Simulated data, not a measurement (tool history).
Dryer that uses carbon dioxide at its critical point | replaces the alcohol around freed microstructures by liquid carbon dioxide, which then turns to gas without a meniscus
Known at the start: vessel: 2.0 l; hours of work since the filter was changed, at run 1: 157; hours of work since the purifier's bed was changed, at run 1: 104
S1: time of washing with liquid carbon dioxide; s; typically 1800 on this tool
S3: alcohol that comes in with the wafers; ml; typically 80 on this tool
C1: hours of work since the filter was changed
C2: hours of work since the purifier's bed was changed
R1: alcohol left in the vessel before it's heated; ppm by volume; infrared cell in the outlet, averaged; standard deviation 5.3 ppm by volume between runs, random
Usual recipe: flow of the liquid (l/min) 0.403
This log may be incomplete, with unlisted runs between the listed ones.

Run 1, hour 0: usual settings; C1 157; C2 104. Result: R1 179 ppm by volume.
Run 2, hour 7.2: usual settings; C1 162; C2 109. Result: R1 176 ppm by volume.
Run 3, hour 18.8: usual settings; C1 171; C2 118. Result: R1 169 ppm by volume.
Run 4, hour 26.3: usual settings; C1 176; C2 123. Result: R1 176 ppm by volume.
Run 5, hour 38.5: usual settings; C1 185; C2 132. Result: R1 181 ppm by volume.
Run 6, hour 43.9: usual settings; C1 189; C2 136. Result: R1 180 ppm by volume.
Run 7, hour 49.6: usual settings; C1 193; C2 140. Result: R1 179 ppm by volume.
Run 8, hour 55.3: usual settings; C1 197; C2 144. Result: R1 178 ppm by volume.
Run 9, hour 62.4: usual settings; C1 202; C2 149. Result: R1 188 ppm by volume.
Run 10, hour 69.5: usual settings; C1 208; C2 155. Result: R1 188 ppm by volume.
Run 11, hour 78.5: usual settings; C1 214; C2 161. Result: R1 174 ppm by volume.
Run 12, hour 86.9: usual settings; C1 220; C2 167. Result: R1 188 ppm by volume.
Run 13, hour 96.1: usual settings but flow of the liquid (l/min) 0.402, S3 61 ml; C1 227; C2 174. Result: R1 166 ppm by volume.

What will run 14 give?
Run 14, hour 108.8: usual settings but flow of the liquid (l/min) 0.309, S3 101 ml; C1 236; C2 183. Result: R1 ?.

Logged for run 14: R1 800 ppm by volume.
Minus the tool's unlogged condition, the same run would have read R1 655 ppm by volume.
